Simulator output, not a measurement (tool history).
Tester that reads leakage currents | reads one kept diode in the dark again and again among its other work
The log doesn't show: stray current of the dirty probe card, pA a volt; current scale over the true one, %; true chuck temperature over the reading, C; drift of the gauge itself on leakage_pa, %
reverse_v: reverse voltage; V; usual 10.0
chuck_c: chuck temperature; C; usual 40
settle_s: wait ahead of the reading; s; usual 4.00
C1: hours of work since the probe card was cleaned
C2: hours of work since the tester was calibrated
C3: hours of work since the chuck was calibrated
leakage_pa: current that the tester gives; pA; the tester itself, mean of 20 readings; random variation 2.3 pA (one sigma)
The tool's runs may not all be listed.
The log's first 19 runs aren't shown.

{"day": 96.388, "done": "chuck's temperature calibrated"}
{"run": 20, "day": 100.812, "reverse_v": 2.9, "chuck_c": 29, "settle_s": 3.69, "C1": 1038, "C2": 4224, "C3": 53, "leakage_pa": 201.73}
{"run": 21, "day": 106.433, "reverse_v": 8.2, "chuck_c": 51, "settle_s": 4.91, "C1": 1105, "C2": 4291, "C3": 120, "leakage_pa": 1631.81}
{"run": 22, "day": 110.608, "reverse_v": 2.4, "chuck_c": 29, "settle_s": 1.37, "C1": 1154, "C2": 4341, "C3": 170, "leakage_pa": 187.06}
{"run": 23, "day": 116.175, "reverse_v": 10.0, "chuck_c": 30, "settle_s": 0.49, "C1": 1221, "C2": 4407, "C3": 236, "leakage_pa": 327.16}
{"run": 24, "day": 123.946, "reverse_v": 10.0, "chuck_c": 40, "settle_s": 2.05, "C1": 1313, "C2": 4500, "C3": 329, "leakage_pa": 723.77}
{"run": 25, "day": 128.242, "reverse_v": 10.0, "chuck_c": 40, "settle_s": 2.05, "C1": 1365, "C2": 4551, "C3": 380, "leakage_pa": 712.29}
{"run": 26, "day": 131.846, "reverse_v": 10.0, "chuck_c": 40, "settle_s": 2.05, "C1": 1408, "C2": 4594, "C3": 423, "leakage_pa": 710.44}
{"run": 27, "day": 135.421, "reverse_v": 10.0, "chuck_c": 40, "settle_s": 2.05, "C1": 1450, "C2": 4637, "C3": 466, "leakage_pa": 705.11}
{"run": 28, "day": 139.192, "reverse_v": 10.0, "chuck_c": 59, "settle_s": 2.27, "C1": 1495, "C2": 4682, "C3": 511, "leakage_pa": 2962.35}
{"run": 29, "day": 142.892, "reverse_v": 16.1, "chuck_c": 50, "settle_s": 3.09, "C1": 1539, "C2": 4726, "C3": 555, "leakage_pa": 1767.15}
{"day": 146.238, "done": "chuck's temperature calibrated"}
{"run": 30, "day": 149.467, "reverse_v": 16.1, "chuck_c": 50, "settle_s": 3.09, "C1": 1617, "C2": 4803, "C3": 39, "leakage_pa": 1945.94}
{"run": 31, "day": 156.629, "reverse_v": 2.2, "chuck_c": 23, "settle_s": 0.41, "C1": 1702, "C2": 4889, "C3": 124, "leakage_pa": 111.76}
{"run": 32, "day": 160.338, "reverse_v": 2.3, "chuck_c": 40, "settle_s": 0.38, "C1": 1747, "C2": 4933, "C3": 168, "leakage_pa": 465.18}

Forecast run 33:
{"run": 33, "day": 164.471, "reverse_v": 2.3, "chuck_c": 40, "settle_s": 0.38, "C1": 1796, "C2": 4982, "C3": 218, "leakage_pa": "?"}

leakage_pa: 464.80 pA
Without the tool's hidden state the same run would have given leakage_pa 475.04 pA.
